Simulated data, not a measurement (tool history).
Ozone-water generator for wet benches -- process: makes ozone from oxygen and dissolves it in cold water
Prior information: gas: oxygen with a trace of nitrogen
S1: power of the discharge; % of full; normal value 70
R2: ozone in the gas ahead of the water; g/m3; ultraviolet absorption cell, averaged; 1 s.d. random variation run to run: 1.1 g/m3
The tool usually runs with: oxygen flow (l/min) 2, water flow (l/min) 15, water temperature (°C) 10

run 1 hour=0 | S1=70 oxygen_flow_(l/min)=2 water_flow_(l/min)=15 water_temperature_(°C)=10 | dissolved_ozone_(ppm)=13.6 R2=185.6
run 2 hour=102.8 | S1=70 oxygen_flow_(l/min)=2 water_flow_(l/min)=15 water_temperature_(°C)=10 | dissolved_ozone_(ppm)=13.8 R2=183.8
run 3 hour=171.5 | S1=70 oxygen_flow_(l/min)=2 water_flow_(l/min)=15 water_temperature_(°C)=10 | dissolved_ozone_(ppm)=13.6 R2=183
run 4 hour=244 | S1=70 oxygen_flow_(l/min)=2 water_flow_(l/min)=15 water_temperature_(°C)=10 | dissolved_ozone_(ppm)=13.9 R2=183
run 5 hour=368.9 | S1=70 oxygen_flow_(l/min)=2 water_flow_(l/min)=24 water_temperature_(°C)=10 | dissolved_ozone_(ppm)=7.8 R2=180.9
run 6 hour=497.6 | S1=70 oxygen_flow_(l/min)=2 water_flow_(l/min)=22 water_temperature_(°C)=10 | dissolved_ozone_(ppm)=8.5 R2=182.8
run 7 hour=613.2 | S1=70 oxygen_flow_(l/min)=2 water_flow_(l/min)=15 water_temperature_(°C)=15 | dissolved_ozone_(ppm)=12.9 R2=179.2
-- hour=642.9 water thermometer calibrated
run 8 hour=738 | S1=70 oxygen_flow_(l/min)=2 water_flow_(l/min)=15 water_temperature_(°C)=15 | dissolved_ozone_(ppm)=13 R2=184
run 9 hour=801.6 | S1=70 oxygen_flow_(l/min)=2 water_flow_(l/min)=15 water_temperature_(°C)=15 | dissolved_ozone_(ppm)=12.9 R2=181
run 10 hour=894 | S1=100 oxygen_flow_(l/min)=2 water_flow_(l/min)=15 water_temperature_(°C)=10 | dissolved_ozone_(ppm)=16.5 R2=223.9
-- hour=954.8 water thermometer calibrated, once more
run 11 hour=970.9 | S1=100 oxygen_flow_(l/min)=2 water_flow_(l/min)=15 water_temperature_(°C)=10 | dissolved_ozone_(ppm)=16.4 R2=224.3
run 12 hour=1030.2 | S1=70 oxygen_flow_(l/min)=2 water_flow_(l/min)=15 water_temperature_(°C)=10 | dissolved_ozone_(ppm)=13.4 R2=179
run 13 hour=1089.8 | S1=70 oxygen_flow_(l/min)=2 water_flow_(l/min)=15 water_temperature_(°C)=10 | dissolved_ozone_(ppm)=13.4 R2=175.6
run 14 hour=1188.6 | S1=70 oxygen_flow_(l/min)=2 water_flow_(l/min)=15 water_temperature_(°C)=10 | dissolved_ozone_(ppm)=13.2 R2=178.4
run 15 hour=1316.8 | S1=70 oxygen_flow_(l/min)=2 water_flow_(l/min)=15 water_temperature_(°C)=10 | dissolved_ozone_(ppm)=13.2 R2=177.6
-- hour=1400.2 contactor cleaned
run 16 hour=1427.6 | S1=70 oxygen_flow_(l/min)=2 water_flow_(l/min)=15 water_temperature_(°C)=10 | dissolved_ozone_(ppm)=13.6 R2=178.4
run 17 hour=1506.9 | S1=70 oxygen_flow_(l/min)=2 water_flow_(l/min)=15 water_temperature_(°C)=10 | dissolved_ozone_(ppm)=13.7 R2=178.1
run 18 hour=1605.5 | S1=92 oxygen_flow_(l/min)=2 water_flow_(l/min)=17 water_temperature_(°C)=10 | dissolved_ozone_(ppm)=13.9 R2=208.3
run 19 hour=1660.6 | S1=41 oxygen_flow_(l/min)=3.11 water_flow_(l/min)=16 water_temperature_(°C)=10 | dissolved_ozone_(ppm)=10.6 R2=107.4
run 20 hour=1755.9 | S1=70 oxygen_flow_(l/min)=1.14 water_flow_(l/min)=15 water_temperature_(°C)=8 | dissolved_ozone_(ppm)=11 R2=222.9
run 21 hour=1848.5 | S1=70 oxygen_flow_(l/min)=2 water_flow_(l/min)=14 water_temperature_(°C)=10 | dissolved_ozone_(ppm)=14.5 R2=175
run 22 hour=1905.1 | S1=99 oxygen_flow_(l/min)=1.57 water_flow_(l/min)=9 water_temperature_(°C)=6 | dissolved_ozone_(ppm)=26.5 R2=238.1
run 23 hour=2003.5 | S1=70 oxygen_flow_(l/min)=2 water_flow_(l/min)=19 water_temperature_(°C)=10 | dissolved_ozone_(ppm)=10.2 R2=174.4
run 24 hour=2082.5 | S1=96 oxygen_flow_(l/min)=1.26 water_flow_(l/min)=19 water_temperature_(°C)=5 | dissolved_ozone_(ppm)=10.4 R2=254.2
run 25 hour=2204.1 | S1=65 oxygen_flow_(l/min)=2 water_flow_(l/min)=17 water_temperature_(°C)=10 | dissolved_ozone_(ppm)=11.1 R2=167.8
run 26 hour=2261 | S1=65 oxygen_flow_(l/min)=2 water_flow_(l/min)=23 water_temperature_(°C)=10 | dissolved_ozone_(ppm)=7.5 R2=165.7
run 27 hour=2366.5 | S1=70 oxygen_flow_(l/min)=2 water_flow_(l/min)=15 water_temperature_(°C)=12 | dissolved_ozone_(ppm)=13.1 R2=170.6
run 28 hour=2435.7 | S1=92 oxygen_flow_(l/min)=2.34 water_flow_(l/min)=15 water_temperature_(°C)=12 | dissolved_ozone_(ppm)=16 R2=189.5
run 29 hour=2561.6 | S1=92 oxygen_flow_(l/min)=1.4 water_flow_(l/min)=10 water_temperature_(°C)=8 | dissolved_ozone_(ppm)=21.1 R2=233.2
run 30 hour=2645.2 | S1=92 oxygen_flow_(l/min)=2.91 water_flow_(l/min)=10 water_temperature_(°C)=10 | dissolved_ozone_(ppm)=24.7 R2=169.2

Forecast each of these 5 alternatives for the next run:
run A hour=2707.4 | S1=92 oxygen_flow_(l/min)=2.26 water_flow_(l/min)=23 water_temperature_(°C)=5 | dissolved_ozone_(ppm)=? R2=?
run B hour=2707.4 | S1=70 oxygen_flow_(l/min)=2 water_flow_(l/min)=21 water_temperature_(°C)=10 | dissolved_ozone_(ppm)=? R2=?
run C hour=2707.4 | S1=70 oxygen_flow_(l/min)=1.7 water_flow_(l/min)=15 water_temperature_(°C)=10 | dissolved_ozone_(ppm)=? R2=?
run D hour=2707.4 | S1=70 oxygen_flow_(l/min)=2 water_flow_(l/min)=12 water_temperature_(°C)=10 | dissolved_ozone_(ppm)=? R2=?
run E hour=2707.4 | S1=70 oxygen_flow_(l/min)=2 water_flow_(l/min)=15 water_temperature_(°C)=10 | dissolved_ozone_(ppm)=? R2=?

run=A dissolved_ozone_(ppm)=9.9 R2=188.8
run=B dissolved_ozone_(ppm)=9 R2=170.8
run=C dissolved_ozone_(ppm)=12.2 R2=186
run=D dissolved_ozone_(ppm)=16.6 R2=172
run=E dissolved_ozone_(ppm)=13.1 R2=173.7
With the hidden condition removed and each run's random variation left untouched, the same runs would have given:
run=A dissolved_ozone_(ppm)=11 R2=207.6
run=B dissolved_ozone_(ppm)=9.9 R2=185.3
run=C dissolved_ozone_(ppm)=13.4 R2=201.9
run=D dissolved_ozone_(ppm)=18.2 R2=186.6
run=E dissolved_ozone_(ppm)=14.3 R2=188.4
